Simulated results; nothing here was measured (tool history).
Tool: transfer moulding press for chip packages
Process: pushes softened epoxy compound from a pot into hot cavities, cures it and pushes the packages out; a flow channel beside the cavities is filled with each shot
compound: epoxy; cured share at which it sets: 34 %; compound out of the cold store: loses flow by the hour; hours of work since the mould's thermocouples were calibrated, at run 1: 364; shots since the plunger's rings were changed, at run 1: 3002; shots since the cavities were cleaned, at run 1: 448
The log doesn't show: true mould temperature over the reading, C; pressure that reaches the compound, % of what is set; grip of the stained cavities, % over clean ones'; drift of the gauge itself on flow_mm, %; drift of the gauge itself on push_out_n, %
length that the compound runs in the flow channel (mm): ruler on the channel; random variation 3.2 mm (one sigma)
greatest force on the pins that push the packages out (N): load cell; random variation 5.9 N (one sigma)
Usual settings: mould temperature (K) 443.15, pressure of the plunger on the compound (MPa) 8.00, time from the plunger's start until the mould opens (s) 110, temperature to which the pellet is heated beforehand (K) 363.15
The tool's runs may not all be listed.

| run | hour | mould temperature (K) | pressure of the plunger on the compound (MPa) | time from the plunger's start until the mould opens (s) | temperature to which the pellet is heated beforehand (K) | hours of work since the mould's thermocouples were calibrated | shots since the plunger's rings were changed | shots since the cavities were cleaned | incoming compound's hours out of the cold store | length that the compound runs in the flow channel (mm) | greatest force on the pins that push the packages out (N) |
|---|---|---|---|---|---|---|---|---|---|---|---|
| 1 | 0.0 | 443.15 | 8.00 | 110 | 363.15 | 364 | 3002 | 448 | 26.0 | 858 | 371 |
|  | 52.6 | cavities cleaned with cleaning compound and waxed |
| 2 | 77.8 | 443.15 | 9.57 | 110 | 363.15 | 400 | 3551 | 182 | 15.4 | 953 | 470 |
| 3 | 132.4 | 443.15 | 9.57 | 110 | 363.15 | 425 | 3943 | 574 | 8.9 | 969 | 439 |
|  | 165.9 | cavities cleaned with cleaning compound and waxed |
| 4 | 197.1 | 443.15 | 9.57 | 110 | 363.15 | 455 | 4398 | 225 | 18.6 | 940 | 313 |
| 5 | 242.1 | 443.15 | 8.00 | 110 | 363.15 | 476 | 4721 | 548 | 40.9 | 818 | 381 |
|  | 280.4 | cavities cleaned with cleaning compound and waxed |
| 6 | 280.4 | 443.15 | 8.00 | 101 | 363.15 | 494 | 4985 | 0 | 13.7 | 862 | 228 |
|  | 315.8 | plunger's sealing rings changed |
| 7 | 341.2 | 443.15 | 8.00 | 101 | 363.15 | 521 | 183 | 420 | 15.7 | 898 | 402 |
| 8 | 384.1 | 443.15 | 8.00 | 94 | 363.15 | 541 | 491 | 728 | 20.2 | 878 | 531 |
|  | 396.3 | cavities cleaned with cleaning compound and waxed, once more |
| 9 | 469.4 | 443.15 | 8.00 | 116 | 363.15 | 581 | 1093 | 525 | 35.9 | 854 | 362 |
|  | 509.3 | cavities cleaned with cleaning compound and waxed |
|  | 531.1 | mould's thermocouples calibrated |
| 10 | 555.2 | 443.15 | 7.72 | 110 | 363.15 | 11 | 1685 | 316 | 25.5 | 852 | 343 |
| 11 | 603.3 | 443.15 | 8.00 | 110 | 363.15 | 34 | 2031 | 662 | 11.4 | 894 | 411 |
|  | 622.1 | cavities cleaned with cleaning compound and waxed |
| 12 | 644.6 | 443.15 | 8.00 | 110 | 363.15 | 53 | 2317 | 162 | 40.3 | 837 | 293 |
| 13 | 730.7 | 443.15 | 6.95 | 110 | 363.15 | 93 | 2936 | 781 | 26.9 | 800 | 407 |
|  | 736.8 | cavities cleaned with cleaning compound and waxed |
| 14 | 792.8 | 440.15 | 6.95 | 110 | 360.15 | 122 | 3372 | 403 | 16.3 | 830 | 440 |
|  | 852.8 | cavities cleaned with cleaning compound and waxed |
| 15 | 870.8 | 449.15 | 8.00 | 114 | 364.15 | 158 | 3922 | 130 | 46.5 | 793 | 236 |
| 16 | 908.8 | 443.15 | 6.77 | 110 | 363.15 | 176 | 4195 | 403 | 32.9 | 767 | 355 |
|  | 964.1 | cavities cleaned with cleaning compound and waxed |
| 17 | 964.1 | 443.15 | 6.77 | 110 | 363.15 | 201 | 4581 | 0 | 42.1 | 752 | 213 |
| 18 | 1010.1 | 443.15 | 6.77 | 110 | 363.15 | 223 | 4912 | 331 | 33.0 | 762 | 342 |
|  | 1057.9 | plunger's sealing rings changed |
|  | 1077.8 | cavities cleaned with cleaning compound and waxed |
| 19 | 1096.8 | 443.15 | 6.77 | 110 | 363.15 | 262 | 269 | 137 | 20.6 | 819 | 286 |
| 20 | 1161.8 | 443.15 | 6.77 | 110 | 363.15 | 292 | 736 | 604 | 25.1 | 809 | 410 |
|  | 1189.7 | cavities cleaned with cleaning compound and waxed |
| 21 | 1213.6 | 443.15 | 6.77 | 110 | 363.15 | 316 | 1098 | 172 | 46.1 | 768 | 293 |
| 22 | 1296.6 | 449.15 | 8.85 | 121 | 369.15 | 355 | 1694 | 768 | 9.7 | 917 | 349 |
|  | 1305.5 | cavities cleaned with cleaning compound and waxed |
| 23 | 1379.7 | 449.15 | 8.85 | 140 | 354.15 | 393 | 2281 | 534 | 10.3 | 919 | 330 |
|  | 1416.8 | cavities cleaned with cleaning compound and waxed |
| 24 | 1417.3 | 449.15 | 8.85 | 140 | 354.15 | 410 | 2541 | 5 | 11.2 | 917 | 179 |
| 25 | 1498.1 | 447.15 | 7.93 | 140 | 364.15 | 448 | 3121 | 585 | 11.1 | 866 | 333 |
|  | 1531.6 | cavities cleaned with cleaning compound and waxed |
| 26 | 1541.8 | 443.15 | 7.97 | 99 | 363.15 | 468 | 3425 | 74 | 21.6 | 865 | 298 |

Forecast each of these 5 alternatives for the next run:
| A | 1586.7 | 445.15 | 7.97 | 99 | 363.15 | 489 | 3747 | 396 | 18.1 | ? | ? |
| B | 1586.7 | 443.15 | 7.33 | 118 | 367.15 | 489 | 3747 | 396 | 24.7 | ? | ? |
| C | 1586.7 | 443.15 | 6.42 | 148 | 365.15 | 489 | 3747 | 396 | 30.3 | ? | ? |
| D | 1586.7 | 439.15 | 7.96 | 99 | 365.15 | 489 | 3747 | 396 | 28.7 | ? | ? |
| E | 1586.7 | 443.15 | 7.97 | 99 | 368.15 | 489 | 3747 | 396 | 45.5 | ? | ? |

| run | length that the compound runs in the flow channel (mm) | greatest force on the pins that push the packages out (N) |
|---|---|---|
| A | 859 | 361 |
| B | 816 | 325 |
| C | 752 | 304 |
| D | 860 | 543 |
| E | 812 | 401 |
Without the tool's hidden state the same runs would have given:
| run | length that the compound runs in the flow channel (mm) | greatest force on the pins that push the packages out (N) |
|---|---|---|
| A | 889 | 220 |
| B | 845 | 196 |
| C | 778 | 175 |
| D | 891 | 346 |
| E | 841 | 248 |

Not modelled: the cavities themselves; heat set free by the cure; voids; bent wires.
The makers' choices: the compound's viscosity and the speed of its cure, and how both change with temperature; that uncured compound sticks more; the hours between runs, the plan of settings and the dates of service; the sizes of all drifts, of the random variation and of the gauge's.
